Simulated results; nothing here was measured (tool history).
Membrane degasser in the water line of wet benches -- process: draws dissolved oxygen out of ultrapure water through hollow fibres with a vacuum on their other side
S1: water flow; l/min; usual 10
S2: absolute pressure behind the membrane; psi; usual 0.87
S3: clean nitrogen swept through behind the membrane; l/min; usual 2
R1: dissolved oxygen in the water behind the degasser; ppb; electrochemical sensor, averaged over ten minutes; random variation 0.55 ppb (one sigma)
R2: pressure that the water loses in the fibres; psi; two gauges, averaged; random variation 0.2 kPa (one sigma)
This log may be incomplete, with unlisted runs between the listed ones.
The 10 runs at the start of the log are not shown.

| run | hour | S1 | S2 | S3 | R1 | R2 |
|---|---|---|---|---|---|---|
| 11 | 2199.3 | 10 | 0.87 | 2 | 51.6 | 6.654 |
| 12 | 2412 | 10 | 0.87 | 2 | 51.2 | 6.647 |
| 13 | 2721.2 | 10 | 1.347 | 2 | 93.1 | 6.693 |
| 14 | 2898.2 | 10 | 1.347 | 2 | 93.2 | 6.654 |
| 15 | 3083.5 | 10 | 1.347 | 2 | 93.4 | 6.696 |
| 16 | 3220.1 | 10 | 1.347 | 2 | 93.1 | 6.717 |
| 17 | 3514.2 | 10 | 0.87 | 5.75 | 27.9 | 6.699 |
| 18 | 3740.4 | 10 | 0.716 | 5.75 | 23 | 6.659 |
| 19 | 4045.5 | 10 | 0.716 | 5.75 | 24.4 | 6.696 |
| 20 | 4235.3 | 7 | 0.716 | 3.19 | 14.8 | 4.676 |
| 21 | 4502.9 | 6 | 1.086 | 2 | 36.9 | 4.052 |
|  | 4577.7 | vacuum gauge calibrated |
| 22 | 4641.1 | 7 | 0.67 | 2 | 17.6 | 4.711 |
| 23 | 4933.1 | 7 | 0.67 | 2 | 17.7 | 4.711 |
| 24 | 5093.4 | 7 | 0.57 | 1.51 | 13.3 | 4.709 |
|  | 5182.9 | seals of the vacuum lines changed |
| 25 | 5229.8 | 7 | 0.621 | 1.03 | 22.2 | 4.73 |
| 26 | 5539.6 | 14 | 0.537 | 5.04 | 53.1 | 9.48 |
| 27 | 5772 | 12 | 0.87 | 2 | 73.4 | 8.116 |
| 28 | 6019.1 | 14 | 1.707 | 2.97 | 148.7 | 9.49 |
| 29 | 6334.5 | 15 | 1.539 | 1.83 | 210.4 | 10.115 |
| 30 | 6464.8 | 8 | 0.55 | 1.12 | 18.6 | 5.391 |
| 31 | 6740.9 | 8 | 0.55 | 1.12 | 18.7 | 5.417 |
| 32 | 6925.4 | 16 | 0.95 | 1.25 | 178.2 | 10.862 |
| 33 | 7061.8 | 16 | 0.95 | 1.25 | 175.2 | 10.905 |

3 options for the next run, each taken on its own from the tool as it stands now. Forecast them:
| A | 7247.9 | 10 | 0.87 | 1.35 | ? | ? |
| B | 7247.9 | 16 | 1.194 | 1.25 | ? | ? |
| C | 7247.9 | 10 | 0.95 | 0.95 | ? | ? |

| run | R1 | R2 |
|---|---|---|
| A | 68 | 6.711 |
| B | 222.8 | 10.884 |
| C | 102.6 | 6.817 |
Without the tool's hidden state the same runs would have given:
| run | R1 | R2 |
|---|---|---|
| A | 61.2 | 6.428 |
| B | 204.9 | 10.427 |
| C | 94.6 | 6.53 |

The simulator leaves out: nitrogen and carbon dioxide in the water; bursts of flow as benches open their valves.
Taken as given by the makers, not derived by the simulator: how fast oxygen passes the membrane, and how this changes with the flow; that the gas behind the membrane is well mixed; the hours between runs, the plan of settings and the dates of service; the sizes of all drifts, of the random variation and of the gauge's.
